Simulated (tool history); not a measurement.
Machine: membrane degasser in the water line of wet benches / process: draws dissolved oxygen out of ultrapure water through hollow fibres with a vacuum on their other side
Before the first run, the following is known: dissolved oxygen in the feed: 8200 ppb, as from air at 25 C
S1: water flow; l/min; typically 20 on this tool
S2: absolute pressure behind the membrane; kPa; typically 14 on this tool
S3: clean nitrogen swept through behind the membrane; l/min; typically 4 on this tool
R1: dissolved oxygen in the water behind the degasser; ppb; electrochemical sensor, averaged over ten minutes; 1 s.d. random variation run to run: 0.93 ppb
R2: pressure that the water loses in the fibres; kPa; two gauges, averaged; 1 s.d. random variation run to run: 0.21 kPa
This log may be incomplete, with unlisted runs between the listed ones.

run 1 hour=0 | S1=20 S2=14 S3=4 | R1=155.5 R2=48.65
run 2 hour=263.3 | S1=20 S2=14 S3=4 | R1=157.1 R2=48.59
run 3 hour=479.8 | S1=20 S2=14 S3=4 | R1=155.8 R2=48.45
run 4 hour=598.1 | S1=20 S2=14 S3=4 | R1=157 R2=49.06
run 5 hour=845.3 | S1=20 S2=14 S3=11.4 | R1=72.8 R2=49.12
run 6 hour=962.8 | S1=20 S2=14 S3=11.4 | R1=73.1 R2=49.13
run 7 hour=1203.1 | S1=20 S2=14 S3=11.4 | R1=72.3 R2=48.79
run 8 hour=1361.3 | S1=20 S2=14 S3=4 | R1=157.2 R2=49
run 9 hour=1532.8 | S1=20 S2=14 S3=4 | R1=157.7 R2=49.2
run 10 hour=1800.7 | S1=20 S2=14 S3=4 | R1=156.3 R2=48.74
run 11 hour=1910.6 | S1=14 S2=14 S3=4 | R1=97.4 R2=34.47
run 12 hour=2072.6 | S1=14 S2=14 S3=4 | R1=97.4 R2=34.25
run 13 hour=2299.9 | S1=14 S2=14 S3=4 | R1=98.6 R2=34.39
run 14 hour=2566.4 | S1=14 S2=14 S3=4 | R1=98.1 R2=34.19
run 15 hour=2781.1 | S1=25 S2=16.7 S3=3.15 | R1=314.6 R2=62.09
run 16 hour=2893.9 | S1=25 S2=24.7 S3=3.15 | R1=464.2 R2=61.39
run 17 hour=3012.3 | S1=16 S2=31.4 S3=6.22 | R1=186.7 R2=39.45
-- hour=3208.4 vacuum gauge calibrated
run 18 hour=3279.2 | S1=16 S2=31.4 S3=6.22 | R1=187 R2=39.37
run 19 hour=3524.7 | S1=20 S2=9.8 S3=4 | R1=106.5 R2=49.53
run 20 hour=3755.8 | S1=20 S2=9.8 S3=4 | R1=107.2 R2=49.17
run 21 hour=4023.9 | S1=18 S2=18.9 S3=10.02 | R1=85.4 R2=44.07
run 22 hour=4272.2 | S1=20 S2=25.3 S3=2.69 | R1=411.7 R2=49.2
run 23 hour=4434.5 | S1=20 S2=25.3 S3=2.69 | R1=406.6 R2=49.22
run 24 hour=4559.1 | S1=20 S2=25.3 S3=2.69 | R1=408.1 R2=49.47
run 25 hour=4827.2 | S1=26 S2=25.3 S3=2.84 | R1=538.4 R2=64.42
run 26 hour=4991.2 | S1=23 S2=14 S3=1.68 | R1=386.6 R2=56.78
run 27 hour=5208.5 | S1=25 S2=15 S3=2.53 | R1=339.6 R2=61.89
run 28 hour=5375.8 | S1=13 S2=9.1 S3=4 | R1=51 R2=31.99

Forecast each of these 4 alternatives for the next run:
run A hour=5635.8 | S1=21 S2=9.5 S3=7.36 | R1=? R2=?
run B hour=5635.8 | S1=15 S2=14 S3=7.45 | R1=? R2=?
run C hour=5635.8 | S1=13 S2=23.5 S3=2.08 | R1=? R2=?
run D hour=5635.8 | S1=17 S2=10.8 S3=4.93 | R1=? R2=?

run=A R1=79.3 R2=51.73
run=B R1=61.3 R2=36.93
run=C R1=307.4 R2=31.97
run=D R1=76.7 R2=42.06
With no hidden state in the tool, these same runs would have given:
run=A R1=73.5 R2=50.29
run=B R1=58.6 R2=35.9
run=C R1=298.3 R2=31.08
run=D R1=73.1 R2=40.9
